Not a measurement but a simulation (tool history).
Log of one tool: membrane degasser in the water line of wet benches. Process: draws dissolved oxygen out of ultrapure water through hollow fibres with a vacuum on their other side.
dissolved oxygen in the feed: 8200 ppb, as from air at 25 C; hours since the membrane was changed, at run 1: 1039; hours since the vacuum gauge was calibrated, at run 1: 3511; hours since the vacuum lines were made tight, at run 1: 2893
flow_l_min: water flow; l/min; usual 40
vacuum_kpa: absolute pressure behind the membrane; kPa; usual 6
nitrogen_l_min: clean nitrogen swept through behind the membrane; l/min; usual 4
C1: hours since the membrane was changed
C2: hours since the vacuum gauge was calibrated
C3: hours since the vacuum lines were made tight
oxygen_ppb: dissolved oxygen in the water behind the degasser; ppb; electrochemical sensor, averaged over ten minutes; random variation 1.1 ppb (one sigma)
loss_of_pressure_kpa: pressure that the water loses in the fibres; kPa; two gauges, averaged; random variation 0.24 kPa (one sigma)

Run 1, hour 0: usual settings; C1 1039; C2 3511; C3 2893. Result: oxygen_ppb 121.8 ppb, loss_of_pressure_kpa 63.02 kPa.
Run 2, hour 173.9: usual settings; C1 1213; C2 3684; C3 3067. Result: oxygen_ppb 123 ppb, loss_of_pressure_kpa 63.08 kPa.
Run 3, hour 298.3: usual settings; C1 1337; C2 3809; C3 3191. Result: oxygen_ppb 124.6 ppb, loss_of_pressure_kpa 63.39 kPa.
At hour 473.9: seals of the vacuum lines changed.
Run 4, hour 486.8: usual settings; C1 1524; C2 3995; C3 13. Result: oxygen_ppb 123.9 ppb, loss_of_pressure_kpa 63.43 kPa.
Run 5, hour 613: usual settings; C1 1650; C2 4122; C3 139. Result: oxygen_ppb 124.2 ppb, loss_of_pressure_kpa 63.42 kPa.
Run 6, hour 808.3: usual settings; C1 1845; C2 4317; C3 334. Result: oxygen_ppb 126.5 ppb, loss_of_pressure_kpa 63.78 kPa.
Run 7, hour 1039.1: usual settings; C1 2076; C2 4548; C3 565. Result: oxygen_ppb 127 ppb, loss_of_pressure_kpa 64.18 kPa.
Run 8, hour 1238.2: usual settings; C1 2275; C2 4747; C3 764. Result: oxygen_ppb 127.5 ppb, loss_of_pressure_kpa 63.9 kPa.
Run 9, hour 1348.1: usual settings; C1 2385; C2 4857; C3 874. Result: oxygen_ppb 128.4 ppb, loss_of_pressure_kpa 64.18 kPa.
Run 10, hour 1481.8: usual settings; C1 2519; C2 4990; C3 1008. Result: oxygen_ppb 129.9 ppb, loss_of_pressure_kpa 64.62 kPa.
Run 11, hour 1667.5: usual settings; C1 2705; C2 5176; C3 1194. Result: oxygen_ppb 132.8 ppb, loss_of_pressure_kpa 64.2 kPa.
Run 12, hour 1788.4: usual settings but flow_l_min 38 l/min, vacuum_kpa 14.12 kPa; C1 2825; C2 5297; C3 1314. Result: oxygen_ppb 289.1 ppb, loss_of_pressure_kpa 61.52 kPa.
Run 13, hour 1884.4: usual settings but flow_l_min 49 l/min, vacuum_kpa 3.89 kPa, nitrogen_l_min 2.05 l/min; C1 2921; C2 5393; C3 1410. Result: oxygen_ppb 189.1 ppb, loss_of_pressure_kpa 78.71 kPa.
Run 14, hour 2008.1: usual settings but flow_l_min 49 l/min, vacuum_kpa 3.89 kPa, nitrogen_l_min 2.05 l/min; C1 3045; C2 5517; C3 1534. Result: oxygen_ppb 192.4 ppb, loss_of_pressure_kpa 79.2 kPa.
Run 15, hour 2230: usual settings but flow_l_min 43 l/min, vacuum_kpa 4.35 kPa, nitrogen_l_min 9.61 l/min; C1 3267; C2 5739; C3 1756. Result: oxygen_ppb 94.2 ppb, loss_of_pressure_kpa 70.14 kPa.
Run 16, hour 2384.1: usual settings but flow_l_min 43 l/min, vacuum_kpa 4.35 kPa, nitrogen_l_min 2.52 l/min; C1 3421; C2 5893; C3 1910. Result: oxygen_ppb 142.9 ppb, loss_of_pressure_kpa 69.69 kPa.
Run 17, hour 2485.9: usual settings but flow_l_min 43 l/min, vacuum_kpa 4.35 kPa, nitrogen_l_min 2.52 l/min; C1 3523; C2 5994; C3 2012. Result: oxygen_ppb 143.7 ppb, loss_of_pressure_kpa 69.92 kPa.
At hour 2670: vacuum gauge calibrated.
Run 18, hour 2714.8: usual settings but flow_l_min 43 l/min, vacuum_kpa 4.35 kPa, nitrogen_l_min 2.52 l/min; C1 3751; C2 45; C3 2240. Result: oxygen_ppb 123.1 ppb, loss_of_pressure_kpa 70.36 kPa.
Run 19, hour 2876.5: usual settings but flow_l_min 43 l/min, vacuum_kpa 4.35 kPa, nitrogen_l_min 2.52 l/min; C1 3913; C2 206; C3 2402. Result: oxygen_ppb 125.2 ppb, loss_of_pressure_kpa 70.23 kPa.

5 ways to go on from here, each from the tool as it stands after run 19. What would each give?
Run A, hour 3068.5: usual settings but flow_l_min 56 l/min, vacuum_kpa 9.94 kPa, nitrogen_l_min 7.95 l/min; C1 4105; C2 399; C3 2594. Result: oxygen_ppb ?, loss_of_pressure_kpa ?.
Run B, hour 3068.5: usual settings but vacuum_kpa 3.93 kPa, nitrogen_l_min 2.07 l/min; C1 4105; C2 399; C3 2594. Result: oxygen_ppb ?, loss_of_pressure_kpa ?.
Run C, hour 3068.5: usual settings but vacuum_kpa 3.66 kPa; C1 4105; C2 399; C3 2594. Result: oxygen_ppb ?, loss_of_pressure_kpa ?.
Run D, hour 3068.5: usual settings but nitrogen_l_min 8.19 l/min; C1 4105; C2 399; C3 2594. Result: oxygen_ppb ?, loss_of_pressure_kpa ?.
Run E, hour 3068.5: usual settings but flow_l_min 26 l/min, vacuum_kpa 11.23 kPa, nitrogen_l_min 7.48 l/min; C1 4105; C2 399; C3 2594. Result: oxygen_ppb ?, loss_of_pressure_kpa ?.

run  oxygen_ppb  loss_of_pressure_kpa
  A       317.8                 92.29
  B        93.3                 65.93
  C        71.3                 65.66
  D        93.2                 65.28
  E        76.8                 42.58
Without the tool's hidden state the same runs would have given:
run  oxygen_ppb  loss_of_pressure_kpa
  A       276.9                 87.19
  B        75.1                 62.29
  C        54.6                 62.04
  D        77.4                 61.67
  E        73.5                 40.22

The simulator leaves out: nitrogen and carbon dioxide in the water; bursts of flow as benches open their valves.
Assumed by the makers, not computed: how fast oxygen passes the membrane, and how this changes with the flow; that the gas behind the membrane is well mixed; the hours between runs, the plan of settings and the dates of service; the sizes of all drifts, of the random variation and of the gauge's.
